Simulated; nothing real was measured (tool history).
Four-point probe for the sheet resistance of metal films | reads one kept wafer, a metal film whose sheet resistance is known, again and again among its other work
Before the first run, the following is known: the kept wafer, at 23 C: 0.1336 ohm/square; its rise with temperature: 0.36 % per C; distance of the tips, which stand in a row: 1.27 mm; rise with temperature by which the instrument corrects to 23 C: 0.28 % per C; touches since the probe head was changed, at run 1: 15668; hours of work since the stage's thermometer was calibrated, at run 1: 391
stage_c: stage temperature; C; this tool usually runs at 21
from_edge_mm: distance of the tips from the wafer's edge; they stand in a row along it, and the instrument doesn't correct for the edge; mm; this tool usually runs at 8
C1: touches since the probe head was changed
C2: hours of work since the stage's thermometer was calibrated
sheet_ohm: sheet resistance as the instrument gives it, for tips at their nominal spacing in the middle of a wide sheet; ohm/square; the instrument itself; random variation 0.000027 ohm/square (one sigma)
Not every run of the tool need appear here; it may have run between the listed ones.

{"run": 1, "hour": 0.0, "stage_c": 21, "from_edge_mm": 8, "C1": 15668, "C2": 391, "sheet_ohm": 0.135174}
{"run": 2, "hour": 29.6, "stage_c": 21, "from_edge_mm": 8, "C1": 16944, "C2": 406, "sheet_ohm": 0.135217}
{"run": 3, "hour": 84.6, "stage_c": 21, "from_edge_mm": 8, "C1": 19315, "C2": 433, "sheet_ohm": 0.135145}
{"run": 4, "hour": 134.4, "stage_c": 21, "from_edge_mm": 8, "C1": 21466, "C2": 457, "sheet_ohm": 0.135196}
{"run": 5, "hour": 188.1, "stage_c": 21, "from_edge_mm": 8, "C1": 23779, "C2": 483, "sheet_ohm": 0.135184}
{"run": 6, "hour": 244.8, "stage_c": 21, "from_edge_mm": 8, "C1": 26225, "C2": 511, "sheet_ohm": 0.135204}
{"run": 7, "hour": 303.8, "stage_c": 21, "from_edge_mm": 8, "C1": 28769, "C2": 540, "sheet_ohm": 0.135208}
{"run": 8, "hour": 346.7, "stage_c": 21, "from_edge_mm": 5, "C1": 30623, "C2": 561, "sheet_ohm": 0.137845}
{"run": 9, "hour": 376.5, "stage_c": 21, "from_edge_mm": 5, "C1": 31906, "C2": 576, "sheet_ohm": 0.137854}
{"run": 10, "hour": 403.3, "stage_c": 21, "from_edge_mm": 5, "C1": 33061, "C2": 589, "sheet_ohm": 0.137889}
{"run": 11, "hour": 429.9, "stage_c": 21, "from_edge_mm": 12, "C1": 34211, "C2": 602, "sheet_ohm": 0.134206}
{"run": 12, "hour": 459.3, "stage_c": 21, "from_edge_mm": 12, "C1": 35476, "C2": 616, "sheet_ohm": 0.134193}
{"run": 13, "hour": 505.9, "stage_c": 21, "from_edge_mm": 12, "C1": 37488, "C2": 639, "sheet_ohm": 0.134167}
{"run": 14, "hour": 543.1, "stage_c": 21, "from_edge_mm": 12, "C1": 39092, "C2": 657, "sheet_ohm": 0.134172}
{"run": 15, "hour": 595.1, "stage_c": 21, "from_edge_mm": 12, "C1": 41336, "C2": 683, "sheet_ohm": 0.134112}
{"run": 16, "hour": 633.3, "stage_c": 21, "from_edge_mm": 12, "C1": 42983, "C2": 702, "sheet_ohm": 0.134237}
{"run": 17, "hour": 672.7, "stage_c": 21, "from_edge_mm": 8, "C1": 44681, "C2": 721, "sheet_ohm": 0.135142}
{"run": 18, "hour": 716.5, "stage_c": 21, "from_edge_mm": 8, "C1": 46571, "C2": 742, "sheet_ohm": 0.135201}
{"run": 19, "hour": 770.8, "stage_c": 21, "from_edge_mm": 8, "C1": 48910, "C2": 769, "sheet_ohm": 0.135163}
{"run": 20, "hour": 799.1, "stage_c": 21, "from_edge_mm": 8, "C1": 50132, "C2": 783, "sheet_ohm": 0.13519}
{"run": 21, "hour": 864.1, "stage_c": 21, "from_edge_mm": 8, "C1": 52935, "C2": 815, "sheet_ohm": 0.135174}
{"run": 22, "hour": 919.0, "stage_c": 21, "from_edge_mm": 8, "C1": 55306, "C2": 842, "sheet_ohm": 0.135228}
{"run": 23, "hour": 947.6, "stage_c": 30, "from_edge_mm": 8, "C1": 56538, "C2": 856, "sheet_ohm": 0.136022}
{"run": 24, "hour": 973.7, "stage_c": 35, "from_edge_mm": 12, "C1": 57664, "C2": 869, "sheet_ohm": 0.135523}
{"run": 25, "hour": 1038.1, "stage_c": 23, "from_edge_mm": 8, "C1": 60441, "C2": 900, "sheet_ohm": 0.135316}
{"run": 26, "hour": 1102.4, "stage_c": 26, "from_edge_mm": 60, "C1": 63212, "C2": 932, "sheet_ohm": 0.133905}
{"run": 27, "hour": 1161.4, "stage_c": 26, "from_edge_mm": 60, "C1": 65758, "C2": 961, "sheet_ohm": 0.133893}
{"run": 28, "hour": 1221.9, "stage_c": 34, "from_edge_mm": 3, "C1": 68366, "C2": 990, "sheet_ohm": 0.146417}
{"run": 29, "hour": 1263.4, "stage_c": 28, "from_edge_mm": 40, "C1": 70158, "C2": 1011, "sheet_ohm": 0.134182}
{"run": 30, "hour": 1309.7, "stage_c": 23, "from_edge_mm": 4, "C1": 72154, "C2": 1033, "sheet_ohm": 0.140438}
{"run": 31, "hour": 1364.5, "stage_c": 20, "from_edge_mm": 5, "C1": 74518, "C2": 1060, "sheet_ohm": 0.137779}
{"run": 32, "hour": 1417.7, "stage_c": 35, "from_edge_mm": 17, "C1": 76811, "C2": 1086, "sheet_ohm": 0.135131}
{"run": 33, "hour": 1457.1, "stage_c": 20, "from_edge_mm": 5, "C1": 78513, "C2": 1106, "sheet_ohm": 0.137753}
{"run": 34, "hour": 1495.2, "stage_c": 20, "from_edge_mm": 5, "C1": 80154, "C2": 1124, "sheet_ohm": 0.13777}
{"run": 35, "hour": 1528.9, "stage_c": 20, "from_edge_mm": 5, "C1": 81609, "C2": 1141, "sheet_ohm": 0.13777}
{"run": 36, "hour": 1584.5, "stage_c": 23, "from_edge_mm": 18, "C1": 84007, "C2": 1168, "sheet_ohm": 0.133917}
{"run": 37, "hour": 1621.0, "stage_c": 18, "from_edge_mm": 3, "C1": 85582, "C2": 1186, "sheet_ohm": 0.144765}
{"run": 38, "hour": 1667.6, "stage_c": 23, "from_edge_mm": 41, "C1": 87591, "C2": 1209, "sheet_ohm": 0.133618}
{"run": 39, "hour": 1701.0, "stage_c": 23, "from_edge_mm": 41, "C1": 89030, "C2": 1225, "sheet_ohm": 0.133631}
{"run": 40, "hour": 1753.2, "stage_c": 22, "from_edge_mm": 15, "C1": 91283, "C2": 1251, "sheet_ohm": 0.134026}
{"run": 41, "hour": 1791.6, "stage_c": 28, "from_edge_mm": 49, "C1": 92938, "C2": 1270, "sheet_ohm": 0.134138}
{"hour": 1821.9, "done": "new probe head fitted"}
{"run": 42, "hour": 1847.4, "stage_c": 20, "from_edge_mm": 8, "C1": 1098, "C2": 1297, "sheet_ohm": 0.13509}

Predict the results of run 43:
{"run": 43, "hour": 1892.1, "stage_c": 31, "from_edge_mm": 3, "C1": 3029, "C2": 1318, "sheet_ohm": "?"}

sheet_ohm: 0.146072 ohm/square
Minus the tool's unlogged condition, the same run would have read sheet_ohm 0.14608 ohm/square.
